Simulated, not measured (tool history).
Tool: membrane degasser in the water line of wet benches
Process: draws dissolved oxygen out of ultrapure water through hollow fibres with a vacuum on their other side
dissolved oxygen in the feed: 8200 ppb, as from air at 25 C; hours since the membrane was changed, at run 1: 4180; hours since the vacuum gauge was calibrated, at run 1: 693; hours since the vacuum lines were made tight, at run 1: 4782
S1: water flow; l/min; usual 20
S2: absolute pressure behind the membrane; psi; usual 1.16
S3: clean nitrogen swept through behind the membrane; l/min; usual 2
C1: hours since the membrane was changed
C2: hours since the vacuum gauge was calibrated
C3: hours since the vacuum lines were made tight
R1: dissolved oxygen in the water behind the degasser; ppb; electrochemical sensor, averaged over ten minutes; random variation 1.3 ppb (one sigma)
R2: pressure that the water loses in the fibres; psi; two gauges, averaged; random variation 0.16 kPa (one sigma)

| run | hour | S1 | S2 | S3 | C1 | C2 | C3 | R1 | R2 |
|---|---|---|---|---|---|---|---|---|---|
| 1 | 0 | 20 | 1.16 | 2 | 4180 | 693 | 4782 | 142.5 | 4.706 |
| 2 | 103.9 | 20 | 1.16 | 2 | 4284 | 797 | 4886 | 143.6 | 4.753 |
| 3 | 309.8 | 20 | 1.16 | 2 | 4490 | 1003 | 5092 | 141.6 | 4.711 |
| 4 | 525.5 | 20 | 1.16 | 1.95 | 4705 | 1219 | 5308 | 144.7 | 4.689 |
| 5 | 733.2 | 20 | 1.16 | 1.95 | 4913 | 1426 | 5516 | 143.2 | 4.708 |
| 6 | 972.8 | 20 | 1.16 | 1.95 | 5153 | 1666 | 5755 | 148.2 | 4.733 |
| 7 | 1216.3 | 20 | 1.16 | 1.95 | 5396 | 1909 | 5999 | 142.7 | 4.721 |
| 8 | 1442.1 | 20 | 2.345 | 1.95 | 5622 | 2135 | 6225 | 332.4 | 4.702 |
| 9 | 1586.2 | 20 | 2.345 | 1.95 | 5766 | 2279 | 6369 | 331.4 | 4.704 |
| 10 | 1815.2 | 20 | 2.345 | 1.95 | 5995 | 2508 | 6598 | 334.9 | 4.66 |
| 11 | 1971.7 | 20 | 2.345 | 1.95 | 6152 | 2665 | 6754 | 330.9 | 4.701 |
| 12 | 2131.1 | 20 | 2.345 | 1.95 | 6311 | 2824 | 6913 | 330.4 | 4.709 |
| 13 | 2371.2 | 20 | 2.345 | 1.95 | 6551 | 3064 | 7154 | 336.7 | 4.73 |
| 14 | 2530.2 | 20 | 1.16 | 2.04 | 6710 | 3223 | 7313 | 142.6 | 4.735 |
| 15 | 2716 | 20 | 1.16 | 2.04 | 6896 | 3409 | 7498 | 138.8 | 4.73 |
| 16 | 2956.1 | 20 | 1.16 | 2.04 | 7136 | 3649 | 7738 | 139.5 | 4.688 |
|  | 3019.5 | seals of the vacuum lines changed |
| 17 | 3059.3 | 27 | 0.75 | 2 | 7237 | 3750 | 40 | 112.4 | 6.357 |
| 18 | 3305.2 | 19 | 0.859 | 1.23 | 7483 | 3996 | 286 | 122.6 | 4.451 |
| 19 | 3457.8 | 19 | 0.764 | 4.25 | 7636 | 4149 | 438 | 50.3 | 4.495 |
| 20 | 3626.6 | 16 | 1.16 | 2 | 7805 | 4318 | 607 | 111.9 | 3.762 |
| 21 | 3787.8 | 16 | 1.16 | 2 | 7966 | 4479 | 768 | 110.9 | 3.723 |
|  | 3914 | vacuum gauge calibrated |
| 22 | 3995.7 | 16 | 1.16 | 2 | 8173 | 82 | 976 | 112.2 | 3.797 |
| 23 | 4232.4 | 14 | 2.529 | 3.38 | 8410 | 318 | 1212 | 157.2 | 3.288 |
| 24 | 4343.2 | 15 | 1.617 | 4.04 | 8521 | 429 | 1323 | 90.3 | 3.517 |
| 25 | 4512.8 | 20 | 1.7 | 4.83 | 8690 | 599 | 1493 | 114 | 4.73 |
| 26 | 4616.8 | 20 | 1.7 | 4.83 | 8794 | 703 | 1597 | 116.4 | 4.676 |
| 27 | 4724.6 | 20 | 1.352 | 3.49 | 8902 | 811 | 1705 | 113.9 | 4.701 |
| 28 | 4877.5 | 28 | 1.363 | 3.56 | 9055 | 963 | 1858 | 165.9 | 6.635 |
| 29 | 5067.7 | 15 | 0.724 | 4.91 | 9245 | 1154 | 2048 | 32.1 | 3.504 |
| 30 | 5246.6 | 32 | 1.717 | 2 | 9424 | 1333 | 2227 | 364.7 | 7.532 |
| 31 | 5427.9 | 13 | 1.678 | 2.49 | 9605 | 1514 | 2408 | 118.3 | 3.046 |
| 32 | 5564.5 | 27 | 0.899 | 3.01 | 9742 | 1650 | 2544 | 113.5 | 6.342 |

3 ways to go on from here, each from the tool as it stands after run 32. What would each give?
| A | 5768.9 | 13 | 0.85 | 1.63 | 9946 | 1855 | 2749 | ? | ? |
| B | 5768.9 | 27 | 1.049 | 3.01 | 9946 | 1855 | 2749 | ? | ? |
| C | 5768.9 | 19 | 1.16 | 2 | 9946 | 1855 | 2749 | ? | ? |

| run | R1 | R2 |
|---|---|---|
| A | 65 | 3.063 |
| B | 133.5 | 6.405 |
| C | 137 | 4.454 |
Without the tool's hidden state the same runs would have given:
| run | R1 | R2 |
|---|---|---|
| A | 64.9 | 3.063 |
| B | 133.4 | 6.402 |
| C | 136.8 | 4.453 |

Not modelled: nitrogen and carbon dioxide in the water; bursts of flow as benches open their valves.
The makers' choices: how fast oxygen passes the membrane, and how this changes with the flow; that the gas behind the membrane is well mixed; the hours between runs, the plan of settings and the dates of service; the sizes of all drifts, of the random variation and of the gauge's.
